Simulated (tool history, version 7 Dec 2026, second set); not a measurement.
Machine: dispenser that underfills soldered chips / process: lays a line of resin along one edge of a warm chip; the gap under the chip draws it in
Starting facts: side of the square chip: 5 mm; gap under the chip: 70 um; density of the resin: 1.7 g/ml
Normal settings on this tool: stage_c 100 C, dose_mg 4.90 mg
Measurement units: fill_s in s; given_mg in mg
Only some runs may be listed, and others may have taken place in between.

Run 1, hour 0.0: usual settings. Result: fill_s 21.6 s, given_mg 4.63 mg.
At hour 6.0: new syringe of resin.
Run 2, hour 10.8: usual settings. Result: fill_s 25.1 s, given_mg 4.48 mg.
At hour 13.3: new syringe of resin.
At hour 20.3: new syringe of resin.
Run 3, hour 20.3: usual settings. Result: fill_s 20.2 s, given_mg 4.53 mg.
At hour 27.6: new syringe of resin.
Run 4, hour 29.2: usual settings. Result: fill_s 22.8 s, given_mg 4.61 mg.
At hour 34.5: new syringe of resin.
Run 5, hour 38.8: usual settings. Result: fill_s 25.1 s, given_mg 4.60 mg.
At hour 41.3: new syringe of resin.
Run 6, hour 46.0: usual settings. Result: fill_s 25.3 s, given_mg 4.46 mg.
At hour 48.7: new syringe of resin.
Run 7, hour 53.3: usual settings but stage_c 91 C. Result: fill_s 33.9 s, given_mg 4.48 mg.
At hour 56.4: new syringe of resin.
Run 8, hour 59.1: usual settings but stage_c 91 C. Result: fill_s 31.6 s, given_mg 4.49 mg.
At hour 63.6: new syringe of resin.
Run 9, hour 64.8: usual settings but stage_c 91 C. Result: fill_s 29.9 s, given_mg 4.54 mg.
At hour 70.6: new syringe of resin.
Run 10, hour 71.5: usual settings but stage_c 113 C. Result: fill_s 14.8 s, given_mg 4.42 mg.
At hour 77.5: new syringe of resin.
Run 11, hour 79.8: usual settings but stage_c 113 C. Result: fill_s 15.8 s, given_mg 4.33 mg.
At hour 84.3: new syringe of resin.
At hour 89.9: dispensing valve cleaned and set on the balance.
Run 12, hour 91.4: usual settings but stage_c 113 C. Result: fill_s 18.4 s, given_mg 4.87 mg.
At hour 92.2: new syringe of resin.
Run 13, hour 97.4: usual settings. Result: fill_s 25.9 s, given_mg 4.92 mg.
At hour 99.6: new syringe of resin.
Run 14, hour 104.6: usual settings but dose_mg 5.53 mg. Result: fill_s 25.9 s, given_mg 5.40 mg.
At hour 106.6: new syringe of resin.
Run 15, hour 112.5: usual settings but dose_mg 5.53 mg. Result: fill_s 26.5 s, given_mg 5.47 mg.
At hour 113.8: new syringe of resin.
Run 16, hour 118.5: usual settings. Result: fill_s 25.8 s, given_mg 4.76 mg.
At hour 120.8: new syringe of resin.
At hour 127.8: new syringe of resin.
Run 17, hour 128.1: usual settings. Result: fill_s 20.9 s, given_mg 4.67 mg.
At hour 134.7: new syringe of resin.
Run 18, hour 139.3: usual settings. Result: fill_s 25.2 s, given_mg 4.73 mg.
At hour 141.9: new syringe of resin.
Run 19, hour 148.1: usual settings. Result: fill_s 27.0 s, given_mg 4.66 mg.
At hour 149.4: new syringe of resin.
At hour 156.9: new syringe of resin.
Run 20, hour 159.5: usual settings but stage_c 93 C, dose_mg 5.95 mg. Result: fill_s 29.2 s, given_mg 5.58 mg.
At hour 164.1: new syringe of resin.
At hour 170.9: new syringe of resin.
Run 21, hour 171.0: usual settings but stage_c 98 C, dose_mg 4.76 mg. Result: fill_s 22.9 s, given_mg 4.54 mg.
At hour 177.9: new syringe of resin.
Run 22, hour 180.8: usual settings but stage_c 98 C, dose_mg 4.76 mg. Result: fill_s 25.3 s, given_mg 4.52 mg.
At hour 185.0: new syringe of resin.
Run 23, hour 190.9: usual settings but stage_c 108 C, dose_mg 5.21 mg. Result: fill_s 21.2 s, given_mg 4.75 mg.
At hour 192.2: new syringe of resin.
Run 24, hour 196.4: usual settings but stage_c 108 C, dose_mg 5.21 mg. Result: fill_s 20.0 s, given_mg 4.75 mg.
At hour 199.5: new syringe of resin.
At hour 206.3: new syringe of resin.
Run 25, hour 207.7: usual settings but stage_c 104 C, dose_mg 5.58 mg. Result: fill_s 19.9 s, given_mg 5.03 mg.
At hour 213.4: new syringe of resin.
Run 26, hour 218.6: usual settings but stage_c 104 C, dose_mg 5.58 mg. Result: fill_s 23.3 s, given_mg 5.05 mg.
At hour 220.8: new syringe of resin.
At hour 228.0: new syringe of resin.
Run 27, hour 228.0: usual settings but stage_c 104 C, dose_mg 5.32 mg. Result: fill_s 19.1 s, given_mg 4.76 mg.
At hour 235.5: new syringe of resin.
Run 28, hour 236.4: usual settings but stage_c 111 C. Result: fill_s 15.0 s, given_mg 4.34 mg.
Run 29, hour 241.2: usual settings but stage_c 111 C. Result: fill_s 19.0 s, given_mg 4.22 mg.
At hour 242.6: new syringe of resin.
At hour 249.5: new syringe of resin.
Run 30, hour 251.1: usual settings but stage_c 103 C, dose_mg 4.46 mg. Result: fill_s 21.4 s, given_mg 3.98 mg.
At hour 256.3: dispensing valve cleaned and set on the balance.
At hour 257.9: new syringe of resin.
Run 31, hour 259.7: usual settings but stage_c 103 C, dose_mg 4.46 mg. Result: fill_s 20.4 s, given_mg 4.43 mg.
At hour 264.9: new syringe of resin.
Run 32, hour 269.6: usual settings but dose_mg 4.59 mg. Result: fill_s 26.5 s, given_mg 4.54 mg.
At hour 272.1: new syringe of resin.
At hour 279.6: new syringe of resin.
Run 33, hour 281.2: usual settings but stage_c 112 C, dose_mg 4.96 mg. Result: fill_s 15.7 s, given_mg 4.81 mg.
At hour 286.4: new syringe of resin.
Run 34, hour 286.4: usual settings but stage_c 114 C, dose_mg 4.28 mg. Result: fill_s 14.1 s, given_mg 4.22 mg.

The logged runs with the hidden state left out (each run's random variation unchanged):
The hidden state here: resin's viscosity, % of fresh resin's; dose that the valve gives, % of what is set; true chip temperature over the reading, C; drift of the gauge itself on fill_s, %; drift of the gauge itself on given_mg, %.
run  fill_s  given_mg
  1    19.2      4.89
  2    19.8      4.78
  3    18.9      4.86
  4    19.8      4.97
  5    19.6      4.99
  6    19.3      4.88
  7    25.5      4.92
  8    26.1      4.96
  9    26.3      5.02
 10    13.2      4.92
 11    13.0      4.86
 12    13.5      4.89
 13    19.4      4.96
 14    19.4      5.47
 15    19.0      5.58
 16    19.5      4.88
 17    19.0      4.82
 18    19.2      4.91
 19    19.4      4.88
 20    23.8      5.89
 21    20.9      4.83
 22    20.6      4.84
 23    15.3      5.14
 24    15.3      5.17
 25    17.2      5.52
 26    17.1      5.58
 27    17.1      5.30
 28    13.1      4.87
 29    13.7      4.77
 30    17.9      4.51
 31    17.5      4.43
 32    19.8      4.58
 33    13.6      4.89
 34    13.1      4.31

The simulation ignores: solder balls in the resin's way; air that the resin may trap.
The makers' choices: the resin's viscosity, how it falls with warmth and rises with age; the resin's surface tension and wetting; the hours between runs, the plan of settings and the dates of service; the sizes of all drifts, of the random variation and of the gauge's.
